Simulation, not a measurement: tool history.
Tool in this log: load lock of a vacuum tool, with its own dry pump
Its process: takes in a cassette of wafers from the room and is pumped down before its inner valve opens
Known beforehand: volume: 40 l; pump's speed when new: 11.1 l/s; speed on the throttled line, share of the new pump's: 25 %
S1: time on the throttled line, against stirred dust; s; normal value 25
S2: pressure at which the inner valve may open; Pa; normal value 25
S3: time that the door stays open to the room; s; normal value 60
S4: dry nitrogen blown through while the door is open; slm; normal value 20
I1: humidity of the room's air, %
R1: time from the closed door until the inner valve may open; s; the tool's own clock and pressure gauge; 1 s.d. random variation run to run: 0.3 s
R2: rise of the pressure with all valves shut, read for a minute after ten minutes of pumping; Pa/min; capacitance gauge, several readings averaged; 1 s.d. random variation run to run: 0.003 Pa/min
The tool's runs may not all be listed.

Run 1, hour 0.0: usual settings; I1 48.0. Result: R1 50.2 s, R2 0.071 Pa/min.
Run 2, hour 448.3: usual settings; I1 45.6. Result: R1 50.8 s, R2 0.074 Pa/min.
Run 3, hour 926.2: usual settings; I1 47.1. Result: R1 50.5 s, R2 0.081 Pa/min.
Run 4, hour 1264.6: usual settings but S2 22 Pa; I1 48.4. Result: R1 51.3 s, R2 0.081 Pa/min.
Run 5, hour 1627.9: usual settings but S1 16 s, S2 22 Pa; I1 50.1. Result: R1 44.9 s, R2 0.082 Pa/min.
Run 6, hour 2064.1: usual settings but S1 21 s, S2 34 Pa, S3 61 s, S4 4 slm; I1 45.1. Result: R1 46.9 s, R2 0.107 Pa/min.
Run 7, hour 2377.7: usual settings but S1 21 s, S2 34 Pa, S3 61 s, S4 4 slm; I1 45.8. Result: R1 46.5 s, R2 0.106 Pa/min.
Run 8, hour 2667.8: usual settings but S1 21 s, S2 34 Pa, S3 61 s, S4 4 slm; I1 46.8. Result: R1 47.4 s, R2 0.117 Pa/min.
Run 9, hour 2933.1: usual settings but S1 21 s, S2 34 Pa, S3 61 s, S4 7 slm; I1 41.4. Result: R1 47.1 s, R2 0.109 Pa/min.
Run 10, hour 3228.0: usual settings but S1 45 s, S2 42 Pa, S3 229 s, S4 25 slm; I1 47.5. Result: R1 63.5 s, R2 0.103 Pa/min.

For some of the steps in R1 from one run to the next: how much would appear even if the tool had no hidden state, given the settings, what came in and random variation, and how much remains for the hidden state plus any gauge scatter that the measured result and the result without hidden state don't share?
Hidden conditions of the tool in this case: pump's speed, % of a new pump's; leak at the door's seal, Pa l/s; drift of the gauge itself on ready_s, %; drift of the gauge itself on rise_pa_min, %.
Run 9 -> 10: S1 21 -> 45, S2 34 -> 42, S3 61 -> 229, S4 7 -> 25. R1 +16.4 s: hidden state -0.7, all else +17.1.
